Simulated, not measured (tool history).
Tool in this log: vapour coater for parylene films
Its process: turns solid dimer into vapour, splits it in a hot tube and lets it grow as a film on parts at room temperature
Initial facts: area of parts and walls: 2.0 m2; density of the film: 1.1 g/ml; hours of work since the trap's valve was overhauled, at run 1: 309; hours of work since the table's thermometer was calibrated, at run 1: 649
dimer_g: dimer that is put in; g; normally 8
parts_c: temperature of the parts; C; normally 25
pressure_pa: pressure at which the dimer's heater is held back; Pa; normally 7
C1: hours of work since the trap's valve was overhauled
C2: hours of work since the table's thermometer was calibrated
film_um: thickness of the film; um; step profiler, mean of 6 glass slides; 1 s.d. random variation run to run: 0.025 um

{"run": 1, "day": 0.0, "dimer_g": 8, "parts_c": 25, "pressure_pa": 7, "C1": 309, "C2": 649, "film_um": 1.95}
{"day": 1.688, "done": "trap's valve overhauled"}
{"run": 2, "day": 2.05, "dimer_g": 9, "parts_c": 25, "pressure_pa": 7, "C1": 4, "C2": 671, "film_um": 2.28}
{"run": 3, "day": 4.892, "dimer_g": 8, "parts_c": 25, "pressure_pa": 7, "C1": 38, "C2": 704, "film_um": 1.95}
{"run": 4, "day": 8.383, "dimer_g": 8, "parts_c": 21, "pressure_pa": 7, "C1": 79, "C2": 745, "film_um": 2.41}
{"run": 5, "day": 11.192, "dimer_g": 8, "parts_c": 21, "pressure_pa": 7, "C1": 112, "C2": 778, "film_um": 2.39}
{"run": 6, "day": 13.354, "dimer_g": 8, "parts_c": 21, "pressure_pa": 7, "C1": 137, "C2": 804, "film_um": 2.39}
{"run": 7, "day": 15.929, "dimer_g": 8, "parts_c": 21, "pressure_pa": 7, "C1": 167, "C2": 834, "film_um": 2.4}
{"run": 8, "day": 18.017, "dimer_g": 8, "parts_c": 21, "pressure_pa": 7, "C1": 192, "C2": 859, "film_um": 2.45}
{"run": 9, "day": 21.317, "dimer_g": 8, "parts_c": 25, "pressure_pa": 7, "C1": 231, "C2": 897, "film_um": 1.98}
{"run": 10, "day": 23.358, "dimer_g": 8, "parts_c": 25, "pressure_pa": 7, "C1": 255, "C2": 922, "film_um": 1.98}
{"run": 11, "day": 24.892, "dimer_g": 8, "parts_c": 25, "pressure_pa": 7, "C1": 273, "C2": 940, "film_um": 1.92}
{"run": 12, "day": 26.383, "dimer_g": 8, "parts_c": 25, "pressure_pa": 2.92, "C1": 290, "C2": 957, "film_um": 2.21}
{"run": 13, "day": 28.654, "dimer_g": 8, "parts_c": 25, "pressure_pa": 2.92, "C1": 317, "C2": 984, "film_um": 2.22}
{"day": 29.712, "done": "trap's valve overhauled"}
{"run": 14, "day": 31.317, "dimer_g": 8, "parts_c": 26, "pressure_pa": 7, "C1": 19, "C2": 1013, "film_um": 1.89}
{"day": 32.454, "done": "table's thermometer calibrated"}
{"run": 15, "day": 34.733, "dimer_g": 8, "parts_c": 26, "pressure_pa": 7, "C1": 59, "C2": 27, "film_um": 1.88}
{"run": 16, "day": 36.667, "dimer_g": 8, "parts_c": 25, "pressure_pa": 7, "C1": 81, "C2": 49, "film_um": 1.98}
{"run": 17, "day": 39.154, "dimer_g": 8, "parts_c": 25, "pressure_pa": 7, "C1": 111, "C2": 79, "film_um": 1.92}
{"run": 18, "day": 41.221, "dimer_g": 8, "parts_c": 25, "pressure_pa": 7, "C1": 135, "C2": 103, "film_um": 1.98}
{"run": 19, "day": 43.15, "dimer_g": 8, "parts_c": 25, "pressure_pa": 7, "C1": 158, "C2": 126, "film_um": 1.98}
{"run": 20, "day": 45.617, "dimer_g": 8, "parts_c": 25, "pressure_pa": 6.48, "C1": 187, "C2": 155, "film_um": 1.96}
{"run": 21, "day": 48.375, "dimer_g": 8, "parts_c": 25, "pressure_pa": 6.48, "C1": 219, "C2": 187, "film_um": 2}
{"run": 22, "day": 51.275, "dimer_g": 8, "parts_c": 25, "pressure_pa": 6.48, "C1": 253, "C2": 221, "film_um": 2.01}
{"run": 23, "day": 54.546, "dimer_g": 8, "parts_c": 26, "pressure_pa": 7, "C1": 292, "C2": 260, "film_um": 1.88}
{"day": 57.754, "done": "trap's valve overhauled"}
{"run": 24, "day": 57.954, "dimer_g": 8, "parts_c": 26, "pressure_pa": 7, "C1": 2, "C2": 298, "film_um": 1.89}
{"run": 25, "day": 61.25, "dimer_g": 11, "parts_c": 26, "pressure_pa": 7, "C1": 41, "C2": 337, "film_um": 2.54}
{"run": 26, "day": 64.0, "dimer_g": 11, "parts_c": 26, "pressure_pa": 7, "C1": 73, "C2": 369, "film_um": 2.62}
{"run": 27, "day": 67.275, "dimer_g": 11, "parts_c": 26, "pressure_pa": 7, "C1": 112, "C2": 407, "film_um": 2.61}
{"run": 28, "day": 70.454, "dimer_g": 11, "parts_c": 26, "pressure_pa": 7, "C1": 149, "C2": 445, "film_um": 2.51}
{"run": 29, "day": 72.771, "dimer_g": 11, "parts_c": 26, "pressure_pa": 7, "C1": 177, "C2": 472, "film_um": 2.55}
{"run": 30, "day": 74.604, "dimer_g": 11, "parts_c": 26, "pressure_pa": 7, "C1": 198, "C2": 494, "film_um": 2.55}
{"run": 31, "day": 77.471, "dimer_g": 7, "parts_c": 20, "pressure_pa": 2.35, "C1": 232, "C2": 527, "film_um": 2.6}
{"run": 32, "day": 80.458, "dimer_g": 5, "parts_c": 25, "pressure_pa": 3.73, "C1": 267, "C2": 562, "film_um": 1.36}

What does the tool deliver on the next run?
{"run": 33, "day": 84.0, "dimer_g": 7, "parts_c": 22, "pressure_pa": 3.1, "C1": 309, "C2": 604, "film_um": "?"}

film_um: 2.26 um
Take away the tool's hidden state, keep the run-to-run variation as it was, and the same run would have given film_um 2.27 um.

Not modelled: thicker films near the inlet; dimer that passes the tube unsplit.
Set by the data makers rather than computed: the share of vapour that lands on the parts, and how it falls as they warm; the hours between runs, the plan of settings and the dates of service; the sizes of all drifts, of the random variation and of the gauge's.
